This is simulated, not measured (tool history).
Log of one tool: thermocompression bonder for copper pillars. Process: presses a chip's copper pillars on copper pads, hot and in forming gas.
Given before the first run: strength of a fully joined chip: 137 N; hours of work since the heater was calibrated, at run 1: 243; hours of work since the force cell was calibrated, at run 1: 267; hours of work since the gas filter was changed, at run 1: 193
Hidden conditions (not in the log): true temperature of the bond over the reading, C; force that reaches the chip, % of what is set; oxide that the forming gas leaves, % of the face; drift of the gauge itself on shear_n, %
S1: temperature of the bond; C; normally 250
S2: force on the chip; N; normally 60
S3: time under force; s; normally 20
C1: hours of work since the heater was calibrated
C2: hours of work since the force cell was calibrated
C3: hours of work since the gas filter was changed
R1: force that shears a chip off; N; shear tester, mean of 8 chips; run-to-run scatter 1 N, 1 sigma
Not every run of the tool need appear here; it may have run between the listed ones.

run,day,S1,S2,S3,C1,C2,C3,R1
1,0.000,250,60,20,243,267,193,87.9
2,0.471,250,60,20,249,273,200,87.4
3,1.500,250,37,20,263,287,214,62.0
4,2.054,231,60,20,271,295,221,66.1
5,3.071,250,60,20,285,309,235,86.3
6,4.083,250,60,20,298,322,249,87.9
7,5.004,250,60,20,311,335,261,89.4
8,5.842,250,60,20,322,346,273,87.0
9,6.821,250,60,20,336,360,286,87.3
10,7.496,250,60,20,345,369,295,88.2
11,8.125,250,77,20,353,377,304,101.7
12,8.704,250,77,20,361,385,312,101.6
13,9.758,250,77,20,376,400,326,100.0
14,10.771,250,53,20,389,413,340,81.4
15,11.362,250,60,20,397,421,348,86.3
16,11.875,250,60,17,404,428,355,84.6
17,12.583,238,54,17,414,438,364,64.8
18,13.046,238,54,17,420,444,371,65.1
19,13.917,225,64,17,432,456,383,59.8
20,14.783,262,64,18,444,468,394,101.8
21,15.229,250,51,20,450,474,400,78.7
22,15.875,250,60,17,459,483,409,83.4
23,16.667,250,60,17,470,494,420,82.8
24,17.654,250,54,13,483,507,433,71.2
25,18.429,246,54,13,494,517,444,67.8
# day 18.792: forming gas filter changed
26,19.042,231,37,27,502,525,3,50.7
27,19.525,257,88,30,508,532,10,122.7
28,20.400,233,88,31,520,544,22,98.9
29,21.367,250,71,32,533,557,35,108.4

5 ways to go on from here, each from the tool as it stands after run 29. What would each give?
A,22.058,277,54,57,543,566,44,?
B,22.058,221,56,11,543,566,44,?
C,22.058,234,78,32,543,566,44,?
D,22.058,222,47,44,543,566,44,?
E,22.058,250,74,32,543,566,44,?

run,R1
A,129.7
B,42.2
C,97.8
D,62.7
E,110.9
With no hidden state in the tool, these same runs would have given:
run,R1
A,129.8
B,42.4
C,98.1
D,62.9
E,111.1
